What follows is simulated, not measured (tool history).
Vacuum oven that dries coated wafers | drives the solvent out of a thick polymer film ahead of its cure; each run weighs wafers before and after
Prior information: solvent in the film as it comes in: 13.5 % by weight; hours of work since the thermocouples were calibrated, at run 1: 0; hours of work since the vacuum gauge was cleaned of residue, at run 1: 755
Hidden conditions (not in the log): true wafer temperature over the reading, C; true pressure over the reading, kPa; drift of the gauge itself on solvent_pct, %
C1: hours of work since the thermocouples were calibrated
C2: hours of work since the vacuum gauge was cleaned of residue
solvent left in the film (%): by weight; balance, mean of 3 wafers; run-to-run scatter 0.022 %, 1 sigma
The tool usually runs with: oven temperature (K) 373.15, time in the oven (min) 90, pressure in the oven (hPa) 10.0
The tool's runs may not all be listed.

Run 1, hour 0.0: usual settings; C1 0; C2 755. Result: solvent left in the film (%) 1.86.
Run 2, hour 97.6: usual settings but time in the oven (min) 59; C1 46; C2 801. Result: solvent left in the film (%) 3.17.
Run 3, hour 179.0: usual settings but time in the oven (min) 59; C1 84; C2 839. Result: solvent left in the film (%) 3.15.
Run 4, hour 273.5: usual settings; C1 129; C2 884. Result: solvent left in the film (%) 1.89.
Run 5, hour 360.6: usual settings; C1 170; C2 925. Result: solvent left in the film (%) 1.90.
Run 6, hour 437.1: usual settings; C1 206; C2 961. Result: solvent left in the film (%) 1.92.
Run 7, hour 520.7: usual settings; C1 245; C2 1000. Result: solvent left in the film (%) 1.94.
Run 8, hour 574.2: usual settings; C1 270; C2 1025. Result: solvent left in the film (%) 1.91.
Run 9, hour 663.4: usual settings; C1 312; C2 1067. Result: solvent left in the film (%) 1.94.
Run 10, hour 770.1: usual settings but oven temperature (K) 361.15; C1 363; C2 1117. Result: solvent left in the film (%) 3.88.
Run 11, hour 842.0: usual settings but oven temperature (K) 366.15; C1 397; C2 1151. Result: solvent left in the film (%) 3.02.
At hour 848.8: vacuum gauge cleaned of residue and calibrated.
Run 12, hour 936.1: usual settings but oven temperature (K) 366.15, time in the oven (min) 150, pressure in the oven (hPa) 8.0; C1 440; C2 41. Result: solvent left in the film (%) 1.60.
Run 13, hour 986.3: usual settings but oven temperature (K) 372.15, time in the oven (min) 76, pressure in the oven (hPa) 39.0; C1 464; C2 65. Result: solvent left in the film (%) 4.22.
Run 14, hour 1038.3: usual settings but oven temperature (K) 384.15, time in the oven (min) 47, pressure in the oven (hPa) 16.5; C1 488; C2 89. Result: solvent left in the film (%) 2.67.
At hour 1062.4: vacuum gauge cleaned of residue and calibrated, once more.
Run 15, hour 1088.8: usual settings but oven temperature (K) 384.15, time in the oven (min) 47, pressure in the oven (hPa) 16.5; C1 511; C2 12. Result: solvent left in the film (%) 2.57.
Run 16, hour 1170.6: usual settings but oven temperature (K) 370.15, pressure in the oven (hPa) 9.3; C1 550; C2 51. Result: solvent left in the film (%) 2.29.
Run 17, hour 1259.6: usual settings but oven temperature (K) 370.15, pressure in the oven (hPa) 13.4; C1 592; C2 93. Result: solvent left in the film (%) 2.52.
Run 18, hour 1349.2: usual settings but oven temperature (K) 385.15, pressure in the oven (hPa) 13.4; C1 634; C2 135. Result: solvent left in the film (%) 0.91.
Run 19, hour 1408.4: usual settings but oven temperature (K) 372.15, time in the oven (min) 139, pressure in the oven (hPa) 14.8; C1 662; C2 163. Result: solvent left in the film (%) 1.36.
Run 20, hour 1480.9: usual settings but time in the oven (min) 115, pressure in the oven (hPa) 11.2; C1 696; C2 197. Result: solvent left in the film (%) 1.45.
Run 21, hour 1526.4: usual settings but time in the oven (min) 115, pressure in the oven (hPa) 11.2; C1 717; C2 218. Result: solvent left in the film (%) 1.42.

Each row is a separate what-if for the run after 21, all from the same tool condition, not one after another. Results?
Run A, hour 1596.5: usual settings but time in the oven (min) 70, pressure in the oven (hPa) 11.2; C1 750; C2 252. Result: solvent left in the film (%) ?.
Run B, hour 1596.5: usual settings but oven temperature (K) 360.15, pressure in the oven (hPa) 7.0; C1 750; C2 252. Result: solvent left in the film (%) ?.
Run C, hour 1596.5: usual settings but oven temperature (K) 370.15, time in the oven (min) 69, pressure in the oven (hPa) 5.7; C1 750; C2 252. Result: solvent left in the film (%) ?.
Run D, hour 1596.5: usual settings but oven temperature (K) 387.15, time in the oven (min) 159, pressure in the oven (hPa) 6.2; C1 750; C2 252. Result: solvent left in the film (%) ?.

run  solvent left in the film (%)
  A                          2.77
  B                          3.91
  C                          2.98
  D                          0.26
Stripped of hidden state, with their random variation kept, the same runs would have yielded:
run  solvent left in the film (%)
  A                          2.56
  B                          3.65
  C                          2.76
  D                          0.22
